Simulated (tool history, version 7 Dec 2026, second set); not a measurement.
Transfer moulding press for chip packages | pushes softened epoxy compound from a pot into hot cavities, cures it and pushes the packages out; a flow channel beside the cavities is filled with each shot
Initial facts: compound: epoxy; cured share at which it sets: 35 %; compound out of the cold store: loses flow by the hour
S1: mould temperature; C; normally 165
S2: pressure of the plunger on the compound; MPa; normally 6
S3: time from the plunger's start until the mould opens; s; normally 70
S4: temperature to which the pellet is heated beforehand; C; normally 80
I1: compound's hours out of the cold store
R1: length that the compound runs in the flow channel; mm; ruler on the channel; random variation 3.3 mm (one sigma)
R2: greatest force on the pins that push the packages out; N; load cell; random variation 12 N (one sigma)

{"run": 1, "hour": 0.0, "S1": 165, "S2": 6, "S3": 70, "S4": 80, "I1": 29.8, "R1": 573, "R2": 520}
{"hour": 13.0, "done": "cavities cleaned with cleaning compound and waxed"}
{"run": 2, "hour": 21.2, "S1": 165, "S2": 6, "S3": 70, "S4": 80, "I1": 40.1, "R1": 550, "R2": 511}
{"run": 3, "hour": 36.9, "S1": 165, "S2": 6, "S3": 70, "S4": 80, "I1": 29.7, "R1": 574, "R2": 526}
{"hour": 42.3, "done": "cavities cleaned with cleaning compound and waxed"}
{"run": 4, "hour": 58.4, "S1": 165, "S2": 6, "S3": 70, "S4": 80, "I1": 45.8, "R1": 537, "R2": 491}
{"hour": 71.4, "done": "cavities cleaned with cleaning compound and waxed"}
{"run": 5, "hour": 72.9, "S1": 165, "S2": 6, "S3": 70, "S4": 87, "I1": 43.2, "R1": 543, "R2": 477}
{"run": 6, "hour": 85.7, "S1": 165, "S2": 6.65, "S3": 70, "S4": 80, "I1": 47.3, "R1": 560, "R2": 480}
{"run": 7, "hour": 98.4, "S1": 165, "S2": 4.84, "S3": 70, "S4": 80, "I1": 34.3, "R1": 510, "R2": 512}
{"hour": 100.9, "done": "cavities cleaned with cleaning compound and waxed"}
{"hour": 116.0, "done": "plunger's sealing rings changed"}
{"run": 8, "hour": 119.1, "S1": 165, "S2": 4.84, "S3": 70, "S4": 80, "I1": 23.3, "R1": 536, "R2": 533}
{"hour": 133.7, "done": "cavities cleaned with cleaning compound and waxed"}
{"run": 9, "hour": 135.5, "S1": 165, "S2": 4.84, "S3": 70, "S4": 80, "I1": 17.9, "R1": 546, "R2": 543}
{"run": 10, "hour": 145.0, "S1": 165, "S2": 4.84, "S3": 70, "S4": 80, "I1": 18.9, "R1": 542, "R2": 557}
{"hour": 163.8, "done": "cavities cleaned with cleaning compound and waxed"}
{"run": 11, "hour": 166.0, "S1": 165, "S2": 4.84, "S3": 70, "S4": 80, "I1": 11.4, "R1": 562, "R2": 582}
{"run": 12, "hour": 187.2, "S1": 165, "S2": 6, "S3": 70, "S4": 80, "I1": 20.5, "R1": 593, "R2": 555}
{"hour": 193.1, "done": "cavities cleaned with cleaning compound and waxed"}
{"run": 13, "hour": 202.8, "S1": 165, "S2": 6, "S3": 70, "S4": 90, "I1": 18.4, "R1": 599, "R2": 512}
{"hour": 222.7, "done": "cavities cleaned with cleaning compound and waxed"}
{"run": 14, "hour": 223.5, "S1": 165, "S2": 6, "S3": 70, "S4": 90, "I1": 28.4, "R1": 575, "R2": 503}
{"run": 15, "hour": 235.6, "S1": 165, "S2": 5.29, "S3": 70, "S4": 81, "I1": 33.5, "R1": 533, "R2": 529}
{"hour": 252.4, "done": "cavities cleaned with cleaning compound and waxed"}
{"run": 16, "hour": 252.8, "S1": 172, "S2": 4.97, "S3": 70, "S4": 80, "I1": 41.9, "R1": 481, "R2": 327}
{"run": 17, "hour": 266.1, "S1": 167, "S2": 4.97, "S3": 70, "S4": 71, "I1": 25.8, "R1": 524, "R2": 501}
{"hour": 283.2, "done": "cavities cleaned with cleaning compound and waxed"}
{"run": 18, "hour": 286.7, "S1": 167, "S2": 4.97, "S3": 70, "S4": 71, "I1": 41.1, "R1": 493, "R2": 452}
{"run": 19, "hour": 299.1, "S1": 165, "S2": 5.41, "S3": 94, "S4": 84, "I1": 9.3, "R1": 600, "R2": 320}
{"hour": 312.9, "done": "cavities cleaned with cleaning compound and waxed"}
{"run": 20, "hour": 312.9, "S1": 165, "S2": 5.41, "S3": 94, "S4": 84, "I1": 17.6, "R1": 575, "R2": 304}
{"run": 21, "hour": 330.0, "S1": 165, "S2": 5.41, "S3": 94, "S4": 84, "I1": 30.7, "R1": 547, "R2": 301}
{"hour": 341.7, "done": "cavities cleaned with cleaning compound and waxed"}
{"run": 22, "hour": 342.2, "S1": 165, "S2": 5.41, "S3": 94, "S4": 84, "I1": 40.8, "R1": 517, "R2": 306}
{"run": 23, "hour": 354.0, "S1": 165, "S2": 6, "S3": 109, "S4": 80, "I1": 41.1, "R1": 547, "R2": 283}
{"run": 24, "hour": 366.6, "S1": 160, "S2": 4.7, "S3": 70, "S4": 80, "I1": 30.4, "R1": 513, "R2": 798}
{"hour": 371.2, "done": "cavities cleaned with cleaning compound and waxed"}
{"run": 25, "hour": 380.2, "S1": 163, "S2": 4.84, "S3": 79, "S4": 74, "I1": 46.4, "R1": 487, "R2": 433}
{"hour": 401.3, "done": "cavities cleaned with cleaning compound and waxed"}
{"run": 26, "hour": 403.1, "S1": 163, "S2": 4.84, "S3": 79, "S4": 74, "I1": 28.5, "R1": 528, "R2": 463}

Consider 4 possible next runs. They are alternatives, not a sequence: every one starts from the tool as it was left by run 26. What does each give?
{"run": "A", "hour": 420.5, "S1": 170, "S2": 7.29, "S3": 64, "S4": 74, "I1": 11.3, "R1": "?", "R2": "?"}
{"run": "B", "hour": 420.5, "S1": 165, "S2": 4.84, "S3": 79, "S4": 77, "I1": 32.2, "R1": "?", "R2": "?"}
{"run": "C", "hour": 420.5, "S1": 165, "S2": 6, "S3": 60, "S4": 76, "I1": 37.3, "R1": "?", "R2": "?"}
{"run": "D", "hour": 420.5, "S1": 163, "S2": 4.84, "S3": 81, "S4": 74, "I1": 33.1, "R1": "?", "R2": "?"}

run=A R1=673 R2=512
run=B R1=513 R2=389
run=C R1=554 R2=791
run=D R1=508 R2=433
Had the tool no hidden state, the same runs would have come out as:
run=A R1=674 R2=508
run=B R1=514 R2=386
run=C R1=555 R2=785
run=D R1=509 R2=430
